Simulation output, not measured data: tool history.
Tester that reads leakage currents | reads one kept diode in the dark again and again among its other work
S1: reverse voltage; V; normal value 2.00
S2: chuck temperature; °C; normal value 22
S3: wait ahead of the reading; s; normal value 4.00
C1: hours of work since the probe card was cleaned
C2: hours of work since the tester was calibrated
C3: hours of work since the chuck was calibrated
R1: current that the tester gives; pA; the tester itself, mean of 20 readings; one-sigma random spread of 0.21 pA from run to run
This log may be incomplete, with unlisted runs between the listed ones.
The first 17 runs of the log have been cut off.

| run | hour | S1 | S2 | S3 | C1 | C2 | C3 | R1 |
|---|---|---|---|---|---|---|---|---|
| 18 | 860.2 | 7.83 | 22 | 4.00 | 1751 | 2802 | 1507 | 128.90 |
| 19 | 922.5 | 7.83 | 22 | 4.00 | 1791 | 2842 | 1547 | 128.77 |
|  | 951.3 | tester calibrated |
| 20 | 953.5 | 7.83 | 22 | 4.00 | 1809 | 1 | 1565 | 130.37 |
| 21 | 994.8 | 1.21 | 39 | 4.00 | 1835 | 28 | 1591 | 225.26 |
| 22 | 1023.6 | 9.72 | 22 | 4.00 | 1853 | 46 | 1610 | 145.29 |
| 23 | 1090.0 | 1.97 | 22 | 0.79 | 1895 | 88 | 1652 | 65.77 |
| 24 | 1146.5 | 1.97 | 22 | 0.79 | 1931 | 124 | 1687 | 65.74 |
| 25 | 1177.9 | 3.26 | 37 | 2.06 | 1951 | 143 | 1707 | 303.05 |
| 26 | 1245.5 | 4.77 | 21 | 5.96 | 1994 | 186 | 1750 | 93.07 |
| 27 | 1302.6 | 4.77 | 21 | 5.96 | 2030 | 222 | 1786 | 92.76 |
| 28 | 1337.7 | 4.77 | 21 | 5.96 | 2052 | 245 | 1808 | 92.23 |
| 29 | 1405.2 | 4.77 | 21 | 5.96 | 2095 | 287 | 1851 | 92.51 |
| 30 | 1470.9 | 4.77 | 21 | 5.96 | 2136 | 329 | 1893 | 92.01 |
| 31 | 1537.8 | 16.07 | 27 | 9.49 | 2179 | 371 | 1935 | 282.49 |
| 32 | 1573.5 | 3.67 | 33 | 4.00 | 2201 | 394 | 1958 | 225.69 |
| 33 | 1632.8 | 3.67 | 37 | 1.68 | 2239 | 431 | 1995 | 313.94 |
| 34 | 1696.1 | 9.03 | 38 | 0.42 | 2279 | 471 | 2035 | 528.46 |
|  | 1718.9 | chuck's temperature calibrated |
| 35 | 1728.0 | 8.55 | 44 | 4.00 | 2298 | 490 | 6 | 907.55 |
| 36 | 1780.4 | 8.55 | 44 | 4.00 | 2331 | 523 | 39 | 904.63 |
| 37 | 1830.4 | 4.50 | 20 | 0.34 | 2363 | 555 | 71 | 92.04 |
| 38 | 1882.2 | 14.52 | 22 | 4.09 | 2395 | 588 | 103 | 197.20 |

Below are 3 alternative next runs, each starting from the tool's condition after run 38. Predict each:
| A | 1942.7 | 16.06 | 45 | 4.51 | 2434 | 626 | 142 | ? |
| B | 1942.7 | 5.05 | 22 | 4.00 | 2434 | 626 | 142 | ? |
| C | 1942.7 | 13.20 | 29 | 6.45 | 2434 | 626 | 142 | ? |

| run | R1 |
|---|---|
| A | 1318.33 |
| B | 113.28 |
| C | 331.60 |
Take away the tool's hidden state, keep each run's random variation, and the runs would have read:
| run | R1 |
|---|---|
| A | 1299.11 |
| B | 105.57 |
| C | 311.54 |
